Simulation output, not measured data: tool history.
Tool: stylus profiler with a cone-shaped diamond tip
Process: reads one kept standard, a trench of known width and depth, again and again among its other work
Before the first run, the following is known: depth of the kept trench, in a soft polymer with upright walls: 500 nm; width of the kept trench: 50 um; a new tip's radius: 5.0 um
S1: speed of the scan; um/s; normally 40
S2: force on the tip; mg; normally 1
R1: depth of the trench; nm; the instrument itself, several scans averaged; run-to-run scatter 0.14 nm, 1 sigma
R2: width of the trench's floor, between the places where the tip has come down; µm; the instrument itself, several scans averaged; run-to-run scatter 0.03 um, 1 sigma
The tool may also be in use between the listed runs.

| run | day | S1 | S2 | R1 | R2 |
|---|---|---|---|---|---|
| 1 | 0 | 40 | 1 | 504.62 | 44.45 |
| 2 | 1.212 | 40 | 1 | 504.69 | 44.43 |
| 3 | 2.296 | 40 | 1 | 504.72 | 44.38 |
| 4 | 3.967 | 40 | 1 | 505.01 | 44.27 |
| 5 | 5.492 | 40 | 0.34 | 502.59 | 44.1 |
| 6 | 6.783 | 40 | 0.34 | 502.43 | 44.07 |
| 7 | 7.65 | 40 | 0.34 | 502.64 | 44.11 |
| 8 | 9.204 | 40 | 0.34 | 502.51 | 44.04 |
| 9 | 10.288 | 40 | 0.34 | 502.57 | 44.02 |
| 10 | 12.196 | 40 | 0.34 | 502.26 | 43.95 |
| 11 | 13.692 | 40 | 0.34 | 502.6 | 43.88 |
| 12 | 14.712 | 40 | 0.34 | 502.56 | 43.78 |
| 13 | 16.288 | 40 | 0.34 | 502.85 | 43.76 |
| 14 | 17.158 | 40 | 0.34 | 502.35 | 43.72 |
| 15 | 18.571 | 40 | 0.51 | 503.41 | 43.75 |
| 16 | 20.383 | 40 | 0.51 | 503.25 | 43.7 |
| 17 | 21.962 | 22 | 0.51 | 503.42 | 43.73 |
| 18 | 23.521 | 10 | 1 | 505.01 | 43.77 |
|  | 23.633 | height scale calibrated on a step standard |
| 19 | 25.429 | 10 | 1 | 505.08 | 43.62 |
| 20 | 27.283 | 48 | 1 | 505.3 | 43.52 |
| 21 | 28.575 | 23 | 0.44 | 503.42 | 43.46 |
| 22 | 29.925 | 97 | 0.57 | 503.96 | 43.13 |
| 23 | 31.188 | 15 | 0.46 | 503.48 | 43.48 |
| 24 | 32.204 | 15 | 0.46 | 503.35 | 43.46 |
|  | 33.292 | height scale calibrated on a step standard, once more |
| 25 | 33.512 | 15 | 0.46 | 502.79 | 43.41 |
| 26 | 34.892 | 52 | 2.67 | 509.04 | 43.31 |
| 27 | 36.554 | 27 | 0.36 | 502.27 | 43.21 |
| 28 | 38.483 | 27 | 0.36 | 502.42 | 43.15 |
| 29 | 39.417 | 27 | 0.36 | 502.42 | 43.11 |
| 30 | 41.254 | 27 | 0.36 | 502.42 | 43.05 |
| 31 | 42.442 | 27 | 0.36 | 502.54 | 43.01 |
| 32 | 43.496 | 15 | 0.82 | 504.36 | 43.13 |
| 33 | 45.288 | 123 | 2.1 | 507.7 | 42.78 |
| 34 | 46.721 | 35 | 0.78 | 504.11 | 42.94 |

Expected results for the next run?
| 35 | 48.638 | 149 | 2.54 | ? | ? |

{"run 35": {"R1": 508.75, "R2": 42.65}}
Had the tool carried no hidden state, the very same run would have given R1 508.52 nm, R2 45.25 µm.

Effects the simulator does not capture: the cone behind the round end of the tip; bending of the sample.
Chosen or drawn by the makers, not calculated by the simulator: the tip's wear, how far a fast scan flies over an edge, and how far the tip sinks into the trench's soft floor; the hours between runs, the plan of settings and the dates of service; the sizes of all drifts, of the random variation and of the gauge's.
